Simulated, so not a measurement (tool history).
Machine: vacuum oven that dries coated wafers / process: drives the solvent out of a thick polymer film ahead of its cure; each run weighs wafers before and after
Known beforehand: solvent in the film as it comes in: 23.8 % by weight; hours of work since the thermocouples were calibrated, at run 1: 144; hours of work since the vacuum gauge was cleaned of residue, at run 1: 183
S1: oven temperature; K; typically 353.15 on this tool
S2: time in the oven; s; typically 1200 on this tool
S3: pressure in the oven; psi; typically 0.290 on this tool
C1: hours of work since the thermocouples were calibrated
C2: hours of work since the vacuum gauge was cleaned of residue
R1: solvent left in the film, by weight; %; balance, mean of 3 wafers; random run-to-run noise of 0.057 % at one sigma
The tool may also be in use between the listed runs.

run 1 hour=0.0 | S1=353.15 S2=1200 S3=0.290 | C1=144 C2=183 | R1=2.85
run 2 hour=18.0 | S1=353.15 S2=720 S3=0.290 | C1=157 C2=196 | R1=4.71
run 3 hour=32.2 | S1=353.15 S2=720 S3=0.290 | C1=167 C2=205 | R1=4.74
run 4 hour=45.0 | S1=353.15 S2=1200 S3=0.290 | C1=176 C2=214 | R1=2.96
run 5 hour=56.5 | S1=353.15 S2=1200 S3=0.290 | C1=184 C2=222 | R1=2.89
run 6 hour=70.4 | S1=353.15 S2=1200 S3=0.206 | C1=193 C2=232 | R1=2.23
run 7 hour=84.5 | S1=350.15 S2=1200 S3=0.290 | C1=203 C2=242 | R1=3.75
run 8 hour=97.5 | S1=350.15 S2=1200 S3=0.290 | C1=212 C2=251 | R1=3.83
run 9 hour=111.8 | S1=350.15 S2=1200 S3=0.290 | C1=222 C2=261 | R1=3.91
run 10 hour=125.7 | S1=350.15 S2=1200 S3=0.290 | C1=232 C2=270 | R1=3.83
run 11 hour=142.6 | S1=353.15 S2=1200 S3=0.290 | C1=244 C2=282 | R1=2.91
run 12 hour=158.9 | S1=353.15 S2=1200 S3=0.290 | C1=255 C2=294 | R1=3.06
run 13 hour=169.6 | S1=353.15 S2=1200 S3=0.290 | C1=262 C2=301 | R1=3.07
run 14 hour=188.2 | S1=345.15 S2=1200 S3=0.290 | C1=275 C2=314 | R1=6.06
run 15 hour=196.7 | S1=362.15 S2=1800 S3=0.290 | C1=281 C2=320 | R1=1.66
run 16 hour=206.6 | S1=367.15 S2=1080 S3=0.290 | C1=288 C2=327 | R1=1.35
run 17 hour=216.5 | S1=352.15 S2=1980 S3=0.290 | C1=295 C2=334 | R1=2.51
run 18 hour=228.0 | S1=353.15 S2=1260 S3=0.290 | C1=303 C2=342 | R1=2.86
run 19 hour=241.1 | S1=364.15 S2=1320 S3=0.152 | C1=312 C2=351 | R1=0.87
run 20 hour=258.8 | S1=353.15 S2=1740 S3=1.069 | C1=324 C2=363 | R1=8.37
run 21 hour=274.6 | S1=347.15 S2=1260 S3=0.290 | C1=335 C2=374 | R1=4.89
run 22 hour=282.1 | S1=347.15 S2=1080 S3=0.162 | C1=341 C2=379 | R1=4.63
run 23 hour=294.3 | S1=353.15 S2=1860 S3=0.248 | C1=349 C2=388 | R1=2.19
run 24 hour=311.4 | S1=365.15 S2=900 S3=0.331 | C1=361 C2=400 | R1=1.69
run 25 hour=319.5 | S1=345.15 S2=720 S3=0.331 | C1=367 C2=405 | R1=9.44
run 26 hour=331.1 | S1=355.15 S2=1200 S3=0.175 | C1=375 C2=413 | R1=1.88
run 27 hour=345.7 | S1=353.15 S2=1200 S3=0.497 | C1=385 C2=424 | R1=4.48

Here are 5 independent what-if runs from the current tool condition. What would each one return?
run A hour=354.3 | S1=357.15 S2=1200 S3=0.265 | C1=391 C2=430 | R1=?
run B hour=354.3 | S1=353.15 S2=780 S3=0.497 | C1=391 C2=430 | R1=?
run C hour=354.3 | S1=347.15 S2=1800 S3=1.012 | C1=391 C2=430 | R1=?
run D hour=354.3 | S1=343.15 S2=1680 S3=0.579 | C1=391 C2=430 | R1=?
run E hour=354.3 | S1=353.15 S2=1560 S3=0.828 | C1=391 C2=430 | R1=?

run=A R1=2.09
run=B R1=6.01
run=C R1=10.45
run=D R1=8.46
run=E R1=6.65
With no hidden state in the tool, these same runs would have given:
run=A R1=1.81
run=B R1=5.44
run=C R1=9.76
run=D R1=7.72
run=E R1=6.18
